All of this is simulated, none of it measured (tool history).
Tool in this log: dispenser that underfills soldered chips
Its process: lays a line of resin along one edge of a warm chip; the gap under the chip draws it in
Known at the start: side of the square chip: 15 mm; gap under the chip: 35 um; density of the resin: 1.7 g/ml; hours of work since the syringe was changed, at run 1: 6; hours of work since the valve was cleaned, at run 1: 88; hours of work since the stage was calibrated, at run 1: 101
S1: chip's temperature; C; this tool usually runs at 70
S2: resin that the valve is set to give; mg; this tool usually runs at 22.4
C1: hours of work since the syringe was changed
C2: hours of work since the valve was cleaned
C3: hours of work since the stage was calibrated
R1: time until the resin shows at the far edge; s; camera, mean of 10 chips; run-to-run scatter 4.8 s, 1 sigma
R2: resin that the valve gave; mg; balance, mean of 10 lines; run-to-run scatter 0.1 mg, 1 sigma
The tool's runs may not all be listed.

run	day	S1	S2	C1	C2	C3	R1	R2
1	0.000	70	22.4	6	88	101	764.4	21.51
# day 0.146: new syringe of resin
2	0.271	70	22.4	2	93	105	575.2	21.24
3	0.500	70	22.4	6	97	110	798.2	21.15
# day 0.646: new syringe of resin
4	0.942	70	22.4	5	105	117	738.1	20.95
# day 1.129: new syringe of resin
5	1.192	70	19.8	1	109	122	519.4	18.39
6	1.383	70	19.8	5	112	125	697.8	18.55
# day 1.617: dispensing valve cleaned and set on the balance
# day 1.662: new syringe of resin
7	1.871	79	28.5	4	4	133	416.4	28.47
8	2.117	65	19.2	8	9	138	1203.8	19.32
# day 2.171: new syringe of resin
9	2.525	70	23.9	7	16	145	791.9	23.81
# day 2.667: new syringe of resin
10	2.921	81	23.9	5	23	152	412.0	23.55

Alternative continuations, all from the tool just after run 10; predict every row:
# day 3.146: new syringe of resin
A	3.350	56	25.3	4	31	160	?	?
# day 3.146: new syringe of resin
B	3.350	81	21.5	4	31	160	?	?
# day 3.146: new syringe of resin
C	3.350	74	22.4	4	31	160	?	?
# day 3.146: new syringe of resin
D	3.350	81	20.0	4	31	160	?	?
# day 3.146: new syringe of resin
E	3.350	62	29.0	4	31	160	?	?

run	R1	R2
A	1230.6	24.87
B	390.5	21.21
C	525.2	22.09
D	388.1	19.69
E	907.4	28.81
Take away the tool's hidden state, keep each run's random variation, and the runs would have read:
run	R1	R2
A	929.6	25.26
B	293.1	21.54
C	395.0	22.43
D	291.1	20.00
E	684.8	29.26
